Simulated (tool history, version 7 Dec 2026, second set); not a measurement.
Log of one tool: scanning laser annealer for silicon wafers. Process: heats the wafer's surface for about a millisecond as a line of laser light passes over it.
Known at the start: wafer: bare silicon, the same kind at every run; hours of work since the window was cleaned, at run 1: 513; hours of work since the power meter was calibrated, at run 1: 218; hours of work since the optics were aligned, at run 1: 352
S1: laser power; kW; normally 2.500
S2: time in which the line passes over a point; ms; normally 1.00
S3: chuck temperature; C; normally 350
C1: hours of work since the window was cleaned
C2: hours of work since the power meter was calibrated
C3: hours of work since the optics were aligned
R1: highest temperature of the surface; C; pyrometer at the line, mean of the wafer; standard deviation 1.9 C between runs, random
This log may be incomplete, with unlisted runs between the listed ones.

run 1 hour=0.0 | S1=2.500 S2=1.00 S3=350 | C1=513 C2=218 C3=352 | R1=1128
run 2 hour=10.8 | S1=2.500 S2=0.96 S3=350 | C1=519 C2=224 C3=358 | R1=1105
run 3 hour=28.0 | S1=2.500 S2=0.96 S3=350 | C1=529 C2=234 C3=368 | R1=1106
run 4 hour=35.2 | S1=2.500 S2=0.96 S3=350 | C1=533 C2=238 C3=372 | R1=1107
run 5 hour=43.7 | S1=2.501 S2=1.00 S3=350 | C1=537 C2=243 C3=377 | R1=1125
run 6 hour=57.9 | S1=2.501 S2=1.00 S3=350 | C1=545 C2=251 C3=385 | R1=1125
run 7 hour=68.8 | S1=2.500 S2=1.02 S3=350 | C1=552 C2=257 C3=391 | R1=1132
run 8 hour=78.9 | S1=2.500 S2=1.02 S3=350 | C1=557 C2=263 C3=397 | R1=1131
run 9 hour=93.0 | S1=2.399 S2=1.00 S3=350 | C1=565 C2=271 C3=404 | R1=1079
run 10 hour=104.8 | S1=2.399 S2=1.00 S3=350 | C1=572 C2=277 C3=411 | R1=1080
run 11 hour=114.5 | S1=2.500 S2=1.00 S3=350 | C1=577 C2=283 C3=417 | R1=1123
run 12 hour=125.7 | S1=2.407 S2=1.00 S3=350 | C1=584 C2=289 C3=423 | R1=1084
run 13 hour=141.7 | S1=2.407 S2=1.00 S3=350 | C1=593 C2=298 C3=432 | R1=1084
run 14 hour=152.0 | S1=2.500 S2=1.00 S3=350 | C1=598 C2=304 C3=438 | R1=1122
run 15 hour=159.6 | S1=2.500 S2=1.12 S3=351 | C1=603 C2=308 C3=442 | R1=1176

Estimate the outcome of run 16 from the log above:
run 16 hour=172.6 | S1=2.322 S2=1.12 S3=351 | C1=610 C2=315 C3=449 | R1=?

R1: 1097 C
Without the tool's hidden state the same run would have given R1 1137 C.
